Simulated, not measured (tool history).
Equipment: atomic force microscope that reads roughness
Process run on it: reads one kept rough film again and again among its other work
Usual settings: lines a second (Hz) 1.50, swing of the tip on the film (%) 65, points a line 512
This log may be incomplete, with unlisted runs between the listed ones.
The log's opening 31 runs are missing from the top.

run,hour,lines a second (Hz),swing of the tip on the film (%),points a line,pictures with this tip,hours of work since the height scale was calibrated,roughness of the kept film (nm (root mean square))
32,216.3,2.70,87,722,110,383,1.125
# hour 217.4: new tip fitted
33,225.9,1.64,67,722,16,390,2.180
34,232.7,0.90,63,984,29,396,2.121
35,237.5,0.90,63,984,38,399,2.045
36,244.8,0.90,63,984,52,405,1.897
37,254.6,0.90,63,984,70,413,1.750
38,260.9,1.32,68,988,82,418,1.615
39,265.3,0.60,60,798,90,422,1.626
40,270.4,0.60,60,798,100,426,1.565
# hour 277.1: new tip fitted
41,279.5,0.60,63,798,5,433,2.422
42,284.1,2.11,65,284,14,436,2.131
43,293.4,1.50,89,374,31,444,1.743
44,299.7,2.66,71,278,43,449,1.698
45,306.2,1.13,62,341,55,454,1.810
46,315.7,1.73,82,341,73,462,1.465
47,324.1,0.59,65,336,89,468,1.610
48,328.7,0.61,67,300,97,472,1.534
49,335.6,2.63,65,606,110,477,1.376
# hour 336.6: new tip fitted
50,345.6,0.58,58,480,17,485,2.271

4 ways to go on from here, each from the tool as it stands after run 50. What would each give?
A,355.6,0.57,61,480,36,493,?
B,355.6,1.50,71,512,36,493,?
C,355.6,0.75,56,771,36,493,?
D,355.6,2.12,86,548,36,493,?

run,roughness of the kept film (nm (root mean square))
A,2.081
B,1.920
C,2.109
D,1.674
The same runs, with their run-to-run variation unchanged, on a tool lacking any hidden condition would have given:
run,roughness of the kept film (nm (root mean square))
A,2.540
B,2.346
C,2.575
D,2.041
